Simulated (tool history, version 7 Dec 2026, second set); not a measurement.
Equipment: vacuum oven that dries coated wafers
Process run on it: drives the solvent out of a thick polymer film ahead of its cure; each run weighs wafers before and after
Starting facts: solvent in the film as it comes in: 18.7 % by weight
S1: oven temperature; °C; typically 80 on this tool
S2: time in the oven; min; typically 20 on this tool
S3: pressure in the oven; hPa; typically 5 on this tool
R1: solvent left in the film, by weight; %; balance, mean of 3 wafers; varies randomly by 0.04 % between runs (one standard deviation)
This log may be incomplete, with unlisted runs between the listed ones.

run    hour  S1  S2     S3    R1
  1       0  80  20      5  1.86
  2    52.8  80  20      5  1.77
  3   155.2  80  20      5  1.92
  4   217.8  80  20      5  1.86
  5   314.9  80  20      5  1.76
  6   383.6  80  20      5  1.76
  7   430.7  86  20      5  0.99
  8   539.1  80  15      5  2.92
  9   589.1  80  15      5  2.86
 10   684.6  80  15      5  2.84
 11     761  80  15      5  2.82
 12   816.7  80  15      5  2.84
 13   876.5  80  15      5  2.89
 14   937.4  80  20      5  1.78
 15  1030.2  80  20      5   1.8
 16  1093.4  80  20   7.75  1.98
 17  1178.5  80  20   7.75  1.97
 18  1269.8  80  20  10.91  2.19
 19  1318.5  80  20   6.12  1.78
 20  1367.4  80  20   6.12  1.82
 21    1439  72  20   6.12  3.38
 22  1500.8  72  20   6.12  3.35
 23  1596.2  72  20   3.52  3.15
 24  1705.9  80  20      5   1.7
     1737.7  -- oven's thermocouples calibrated
 25  1771.3  88  18  16.51  1.93
 26  1877.4  88  18  16.51  1.88
 27  1960.7  72  20      5     4
 28  2028.6  72  10      5  7.56
 29  2082.6  72  16   2.54  4.89
 30  2158.2  72  16   4.15  4.96
 31    2260  80  20  19.67  3.14
 32  2342.9  80  20  19.67  3.01
 33  2391.2  67  27   5.58  4.01
 34  2462.4  78  19   3.25  2.67
 35  2532.7  83  14      5  3.08
 36  2580.3  83  14      5  2.92
 37  2642.5  76  14      5  4.52
 38  2690.8  82  20  18.54  2.65
 39  2807.1  92  20  17.97  1.41
 40  2858.8  80  31      5  1.27
 41  2943.1  76  15   4.04  4.16
 42  2993.3  74  12   7.18  5.89
 43  3105.3  80  20    4.5  2.14
 44  3182.7  80  20    4.5  2.17
 45  3233.6  78  13  12.45  4.69
 46  3307.7  83  13  18.13  3.82
 47  3358.1  83  13  18.13  3.75
 48  3420.7  80  11  17.16  5.24

Hidden state or all else? Some run-to-run changes of R1, split into what the settings, what came in and random variation would give without the hidden state, and what is left for the hidden state (with any gauge scatter that isn't in both results):
The tool's hidden condition here consists of: true wafer temperature over the reading, C; true pressure over the reading, kPa; drift of the gauge itself on solvent_pct, %.
Run 24 -> 25: S1 80 -> 88, S2 20 -> 18, S3 5 -> 16.51, oven's thermocouples calibrated. R1 +0.23 %: hidden state +0.4, all else -0.17.
Run 27 -> 28: S2 20 -> 10. R1 +3.56 %: hidden state -0.15, all else +3.71.
Run 32 -> 33: S1 80 -> 67, S2 20 -> 27, S3 19.67 -> 5.58. R1 +1 %: hidden state +0.28, all else +0.72.
Run 40 -> 41: S1 80 -> 76, S2 31 -> 15, S3 5 -> 4.04. R1 +2.89 %: hidden state -0.28, all else +3.17.
Run 42 -> 43: S1 74 -> 80, S2 12 -> 20, S3 7.18 -> 4.5. R1 -3.75 %: hidden state +0.18, all else -3.93.
